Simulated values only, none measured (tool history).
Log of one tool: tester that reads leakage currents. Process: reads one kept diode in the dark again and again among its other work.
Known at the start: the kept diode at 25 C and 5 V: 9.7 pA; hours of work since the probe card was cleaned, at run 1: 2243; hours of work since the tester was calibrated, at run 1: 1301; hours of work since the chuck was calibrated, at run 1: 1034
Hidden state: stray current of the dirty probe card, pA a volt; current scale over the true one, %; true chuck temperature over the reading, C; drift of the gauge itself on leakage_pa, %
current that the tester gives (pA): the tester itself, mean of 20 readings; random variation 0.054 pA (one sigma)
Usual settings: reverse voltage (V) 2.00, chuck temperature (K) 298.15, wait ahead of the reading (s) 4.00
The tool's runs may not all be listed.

| run | hour | reverse voltage (V) | chuck temperature (K) | wait ahead of the reading (s) | hours of work since the probe card was cleaned | hours of work since the tester was calibrated | hours of work since the chuck was calibrated | current that the tester gives (pA) |
|---|---|---|---|---|---|---|---|---|
| 1 | 0.0 | 2.00 | 298.15 | 4.00 | 2243 | 1301 | 1034 | 6.88 |
|  | 53.9 | chuck's temperature calibrated |
|  | 76.9 | probe card cleaned and baked |
| 2 | 123.0 | 6.64 | 298.15 | 4.00 | 35 | 1390 | 50 | 10.87 |
| 3 | 233.5 | 6.64 | 298.15 | 4.00 | 118 | 1473 | 133 | 10.86 |
| 4 | 450.0 | 2.00 | 298.15 | 4.00 | 280 | 1635 | 295 | 6.40 |
| 5 | 557.1 | 1.06 | 298.15 | 4.00 | 360 | 1715 | 375 | 4.87 |
| 6 | 671.7 | 2.00 | 298.15 | 5.25 | 447 | 1801 | 461 | 6.40 |
| 7 | 808.8 | 2.00 | 298.15 | 0.40 | 549 | 1904 | 564 | 6.47 |
| 8 | 953.8 | 2.00 | 298.15 | 6.84 | 658 | 2013 | 673 | 6.26 |
| 9 | 1116.1 | 2.00 | 298.15 | 6.84 | 780 | 2135 | 795 | 6.32 |
| 10 | 1287.9 | 2.71 | 298.15 | 6.84 | 909 | 2264 | 924 | 7.06 |
| 11 | 1422.6 | 1.61 | 298.15 | 4.00 | 1010 | 2365 | 1025 | 5.61 |
|  | 1487.9 | chuck's temperature calibrated |
| 12 | 1622.3 | 2.00 | 324.15 | 4.00 | 1159 | 2513 | 101 | 41.19 |
| 13 | 1745.8 | 2.00 | 324.15 | 0.81 | 1251 | 2606 | 194 | 40.95 |
| 14 | 1890.9 | 2.00 | 303.15 | 0.81 | 1360 | 2715 | 302 | 9.94 |
| 15 | 2056.4 | 2.00 | 298.15 | 4.00 | 1485 | 2839 | 427 | 6.91 |
| 16 | 2163.7 | 2.00 | 298.15 | 4.00 | 1565 | 2920 | 507 | 6.94 |
| 17 | 2302.6 | 2.00 | 298.15 | 4.00 | 1669 | 3024 | 612 | 6.82 |
| 18 | 2434.9 | 2.00 | 298.15 | 4.00 | 1769 | 3124 | 711 | 6.72 |
| 19 | 2608.5 | 2.00 | 298.15 | 4.00 | 1899 | 3254 | 841 | 6.74 |
|  | 2667.1 | tester calibrated |
| 20 | 2728.8 | 2.00 | 298.15 | 4.00 | 1988 | 46 | 930 | 6.82 |
| 21 | 2901.5 | 2.00 | 298.15 | 4.00 | 2117 | 176 | 1060 | 6.74 |
|  | 2919.4 | chuck's temperature calibrated |
| 22 | 3080.6 | 2.00 | 298.15 | 4.00 | 2250 | 309 | 121 | 7.95 |
|  | 3144.8 | probe card cleaned and baked |
| 23 | 3292.8 | 3.46 | 305.15 | 4.00 | 111 | 466 | 278 | 13.91 |
| 24 | 3515.0 | 3.20 | 324.15 | 4.40 | 278 | 633 | 445 | 48.87 |
| 25 | 3626.9 | 10.98 | 326.15 | 4.40 | 362 | 717 | 529 | 92.18 |
| 26 | 3795.8 | 10.98 | 326.15 | 4.40 | 489 | 844 | 656 | 91.07 |
| 27 | 3952.0 | 10.98 | 326.15 | 4.40 | 606 | 961 | 773 | 90.24 |
| 28 | 4155.6 | 8.64 | 326.15 | 0.33 | 759 | 1114 | 926 | 81.21 |
|  | 4358.0 | chuck's temperature calibrated |
| 29 | 4363.7 | 5.15 | 298.15 | 0.39 | 914 | 1268 | 4 | 11.64 |
| 30 | 4502.2 | 17.99 | 311.15 | 0.59 | 1017 | 1372 | 108 | 48.66 |
| 31 | 4732.6 | 4.61 | 294.15 | 0.31 | 1190 | 1545 | 281 | 8.76 |
| 32 | 4868.4 | 2.53 | 298.15 | 0.71 | 1292 | 1647 | 383 | 7.90 |
| 33 | 5098.6 | 7.71 | 298.15 | 3.10 | 1465 | 1820 | 556 | 13.90 |
| 34 | 5294.9 | 4.34 | 298.15 | 8.57 | 1613 | 1967 | 703 | 10.14 |
| 35 | 5411.4 | 5.93 | 312.15 | 1.05 | 1700 | 2055 | 791 | 29.02 |
| 36 | 5549.8 | 5.93 | 312.15 | 1.05 | 1804 | 2159 | 895 | 28.64 |
| 37 | 5683.9 | 2.86 | 322.15 | 4.00 | 1905 | 2259 | 995 | 38.43 |
|  | 5785.1 | chuck's temperature calibrated |
| 38 | 5807.8 | 3.89 | 294.15 | 4.00 | 1996 | 2351 | 17 | 8.52 |

Hidden state or all else? Some run-to-run changes of current that the tester gives (pA), split into what the settings, what came in and random variation would give without the hidden state, and what is left for the hidden state (with any gauge scatter that isn't in both results):
Run 24 -> 25: reverse voltage (V) 3.20 -> 10.98, chuck temperature (K) 324.15 -> 326.15. current that the tester gives (pA) +43.31: hidden state -2.30, all else +45.61.
Run 28 -> 29: reverse voltage (V) 8.64 -> 5.15, chuck temperature (K) 326.15 -> 298.15, wait ahead of the reading (s) 0.33 -> 0.39, chuck's temperature calibrated. current that the tester gives (pA) -69.57: hidden state +8.72, all else -78.29.
Run 30 -> 31: reverse voltage (V) 17.99 -> 4.61, chuck temperature (K) 311.15 -> 294.15, wait ahead of the reading (s) 0.59 -> 0.31. current that the tester gives (pA) -39.90: hidden state -2.98, all else -36.92.
Run 36 -> 37: reverse voltage (V) 5.93 -> 2.86, chuck temperature (K) 312.15 -> 322.15, wait ahead of the reading (s) 1.05 -> 4.00. current that the tester gives (pA) +9.79: hidden state -3.51, all else +13.30.
Run 37 -> 38: reverse voltage (V) 2.86 -> 3.89, chuck temperature (K) 322.15 -> 294.15, chuck's temperature calibrated. current that the tester gives (pA) -29.91: hidden state +6.40, all else -36.31.
